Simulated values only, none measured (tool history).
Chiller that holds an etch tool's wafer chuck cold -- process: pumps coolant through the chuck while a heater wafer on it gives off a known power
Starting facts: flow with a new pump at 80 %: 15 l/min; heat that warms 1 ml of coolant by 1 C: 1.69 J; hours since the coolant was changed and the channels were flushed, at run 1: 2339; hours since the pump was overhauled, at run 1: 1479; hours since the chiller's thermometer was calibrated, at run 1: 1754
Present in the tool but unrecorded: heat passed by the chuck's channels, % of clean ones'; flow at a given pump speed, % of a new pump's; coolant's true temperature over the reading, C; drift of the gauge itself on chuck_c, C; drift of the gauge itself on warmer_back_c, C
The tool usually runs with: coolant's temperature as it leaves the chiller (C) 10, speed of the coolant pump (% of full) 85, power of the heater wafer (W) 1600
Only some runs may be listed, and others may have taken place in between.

run,hour,coolant's temperature as it leaves the chiller (C),speed of the coolant pump (% of full),power of the heater wafer (W),hours since the coolant was changed and the channels were flushed,hours since the pump was overhauled,hours since the chiller's thermometer was calibrated,chuck's temperature once it has settled (K),how much warmer the coolant comes back (C)
1,0.0,10,85,1600,2339,1479,1754,294.35,3.52
2,181.4,10,85,1600,2520,1661,1935,294.25,3.53
3,344.7,10,85,1600,2683,1824,2098,294.25,3.53
4,559.6,9,85,1600,2898,2039,2313,293.35,3.51
5,718.2,9,85,1600,3057,2197,2472,293.05,3.50
# hour 882.3: chiller's thermometer calibrated
6,937.2,9,85,1600,3275,2415,55,293.25,3.46
7,1106.6,9,85,1600,3444,2585,224,293.15,3.46
8,1260.5,9,85,1600,3598,2739,378,293.15,3.44
9,1415.0,9,85,1600,3753,2893,533,293.05,3.42
10,1599.4,9,85,1600,3937,3078,717,293.35,3.42
11,1750.8,17,72,1912,4088,3229,868,305.35,4.88
12,1965.9,17,72,1912,4303,3444,1084,305.15,4.84
13,2149.3,17,72,1912,4487,3628,1267,305.25,4.91
14,2287.4,17,72,1912,4625,3766,1405,305.45,4.95

Predict the results of run 15:
15,2462.2,11,63,1233,4800,3940,1580,?,?

{"run 15": {"chuck's temperature once it has settled (K)": 295.25, "how much warmer the coolant comes back (C)": 3.53}}
Had the tool carried no hidden state, the very same run would have given chuck's temperature once it has settled (K) 295.25, how much warmer the coolant comes back (C) 3.73.
